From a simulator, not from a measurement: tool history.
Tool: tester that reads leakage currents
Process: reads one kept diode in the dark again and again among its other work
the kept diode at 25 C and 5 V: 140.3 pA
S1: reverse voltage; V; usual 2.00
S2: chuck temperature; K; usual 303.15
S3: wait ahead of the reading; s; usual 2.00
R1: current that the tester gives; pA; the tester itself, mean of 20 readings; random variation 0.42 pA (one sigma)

{"run": 1, "hour": 0.0, "S1": 2.0, "S2": 303.15, "S3": 2.0, "R1": 143.31}
{"run": 2, "hour": 103.6, "S1": 7.14, "S2": 303.15, "S3": 2.0, "R1": 241.97}
{"run": 3, "hour": 224.1, "S1": 1.41, "S2": 303.15, "S3": 2.0, "R1": 124.46}
{"run": 4, "hour": 354.1, "S1": 1.41, "S2": 303.15, "S3": 2.0, "R1": 124.98}
{"run": 5, "hour": 441.9, "S1": 3.11, "S2": 303.15, "S3": 2.0, "R1": 174.62}
{"run": 6, "hour": 513.8, "S1": 6.17, "S2": 303.15, "S3": 2.0, "R1": 232.95}
{"run": 7, "hour": 622.4, "S1": 2.0, "S2": 303.15, "S3": 2.0, "R1": 145.69}
{"hour": 638.2, "done": "probe card cleaned and baked"}
{"run": 8, "hour": 760.3, "S1": 3.32, "S2": 303.15, "S3": 2.0, "R1": 181.59}
{"run": 9, "hour": 889.8, "S1": 3.32, "S2": 303.15, "S3": 2.0, "R1": 182.81}
{"run": 10, "hour": 1021.9, "S1": 3.32, "S2": 303.15, "S3": 2.0, "R1": 183.39}
{"run": 11, "hour": 1142.1, "S1": 3.32, "S2": 303.15, "S3": 2.0, "R1": 184.03}
{"run": 12, "hour": 1247.6, "S1": 6.28, "S2": 307.15, "S3": 2.26, "R1": 316.37}
{"run": 13, "hour": 1367.4, "S1": 1.89, "S2": 297.15, "S3": 8.0, "R1": 95.83}
{"run": 14, "hour": 1451.5, "S1": 2.0, "S2": 326.15, "S3": 0.7, "R1": 666.54}
{"hour": 1474.0, "done": "probe card cleaned and baked, once more"}
{"run": 15, "hour": 1532.6, "S1": 1.56, "S2": 326.15, "S3": 0.9, "R1": 604.48}
{"run": 16, "hour": 1625.1, "S1": 1.56, "S2": 326.15, "S3": 0.9, "R1": 602.36}
{"run": 17, "hour": 1760.8, "S1": 2.0, "S2": 302.15, "S3": 1.86, "R1": 137.8}
{"run": 18, "hour": 1839.0, "S1": 2.0, "S2": 302.15, "S3": 1.86, "R1": 138.9}
{"run": 19, "hour": 1902.3, "S1": 1.33, "S2": 296.15, "S3": 0.44, "R1": 76.95}
{"run": 20, "hour": 2040.3, "S1": 11.92, "S2": 310.15, "S3": 0.44, "R1": 507.55}

5 ways to go on from here, each from the tool as it stands after run 20. What would each give?
{"run": "A", "hour": 2123.2, "S1": 1.43, "S2": 310.15, "S3": 0.44, "R1": "?"}
{"run": "B", "hour": 2123.2, "S1": 5.86, "S2": 303.15, "S3": 2.0, "R1": "?"}
{"run": "C", "hour": 2123.2, "S1": 6.51, "S2": 303.15, "S3": 1.36, "R1": "?"}
{"run": "D", "hour": 2123.2, "S1": 11.92, "S2": 311.15, "S3": 1.11, "R1": "?"}
{"run": "E", "hour": 2123.2, "S1": 3.43, "S2": 324.15, "S3": 2.0, "R1": "?"}

run=A R1=211.24
run=B R1=232.66
run=C R1=244.54
run=D R1=537.21
run=E R1=741.50
Without the tool's hidden state the same runs would have given:
run=A R1=197.16
run=B R1=214.64
run=C R1=225.45
run=D R1=497.85
run=E R1=695.87
